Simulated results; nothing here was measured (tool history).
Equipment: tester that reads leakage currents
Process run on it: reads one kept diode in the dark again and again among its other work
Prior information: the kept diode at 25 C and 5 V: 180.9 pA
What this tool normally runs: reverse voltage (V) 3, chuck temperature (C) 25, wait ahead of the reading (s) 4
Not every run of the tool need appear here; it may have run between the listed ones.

| run | day | reverse voltage (V) | chuck temperature (C) | wait ahead of the reading (s) | current that the tester gives (pA) |
|---|---|---|---|---|---|
| 1 | 0 | 3 | 25 | 4 | 141.56 |
| 2 | 3.033 | 3 | 25 | 4 | 140.8 |
| 3 | 5.496 | 3 | 25 | 4 | 139.25 |
| 4 | 8.738 | 19.81 | 25 | 4 | 284.07 |
| 5 | 11.954 | 19.81 | 25 | 4 | 283.1 |
| 6 | 15.25 | 19.81 | 25 | 4 | 282.36 |
| 7 | 17.112 | 19.81 | 25 | 4 | 280.67 |
| 8 | 20.225 | 3 | 25 | 0.34 | 139.38 |
| 9 | 23.467 | 3 | 50 | 0.34 | 1166.7 |
| 10 | 25.854 | 3 | 50 | 0.34 | 1157.08 |
| 11 | 29.721 | 3 | 50 | 0.34 | 1156.55 |
|  | 30.083 | probe card cleaned and baked |
| 12 | 33.621 | 3 | 50 | 0.34 | 1149.74 |
| 13 | 35.925 | 3 | 50 | 0.34 | 1144.73 |
| 14 | 40.033 | 3 | 50 | 0.34 | 1138.35 |
| 15 | 43.488 | 3 | 27 | 4 | 159.78 |
| 16 | 47.096 | 3 | 27 | 2.57 | 159.28 |
| 17 | 48.896 | 2.04 | 60 | 1.65 | 2101.39 |
|  | 50.192 | chuck's temperature calibrated |
| 18 | 52.442 | 2.04 | 60 | 1.65 | 2366.65 |
|  | 52.983 | probe card cleaned and baked, once more |
| 19 | 56.425 | 2.04 | 60 | 1.65 | 2364.73 |
| 20 | 58.721 | 3.63 | 21 | 5.27 | 110.53 |
| 21 | 60.446 | 2.31 | 54 | 0.42 | 1565.96 |
| 22 | 63.529 | 8.45 | 29 | 0.42 | 322.13 |
| 23 | 67.275 | 1.55 | 25 | 0.64 | 117.11 |
| 24 | 70.217 | 18.74 | 20 | 1.07 | 188.23 |
| 25 | 72.6 | 2.09 | 27 | 8.36 | 154.63 |
| 26 | 75.267 | 6.28 | 25 | 1.56 | 194.82 |
| 27 | 77.829 | 14.5 | 57 | 4 | 3786.56 |
| 28 | 81.908 | 14.5 | 57 | 4 | 3769.63 |
| 29 | 85.692 | 1.9 | 22 | 0.88 | 93.39 |
| 30 | 89.867 | 6.95 | 25 | 4 | 196.61 |

5 options for the next run, each taken on its own from the tool as it stands now. Forecast them:
| A | 91.896 | 16.9 | 25 | 4 | ? |
| B | 91.896 | 6.95 | 24 | 4 | ? |
| C | 91.896 | 4.36 | 25 | 3.89 | ? |
| D | 91.896 | 8.3 | 46 | 4 | ? |
| E | 91.896 | 6.79 | 33 | 9.84 | ? |

| run | current that the tester gives (pA) |
|---|---|
| A | 274.58 |
| B | 179.84 |
| C | 164.84 |
| D | 1285.15 |
| E | 402.44 |
What these runs would have given with no unlogged condition in the tool:
| run | current that the tester gives (pA) |
|---|---|
| A | 285.26 |
| B | 187.58 |
| C | 172.2 |
| D | 1336.49 |
| E | 419.73 |
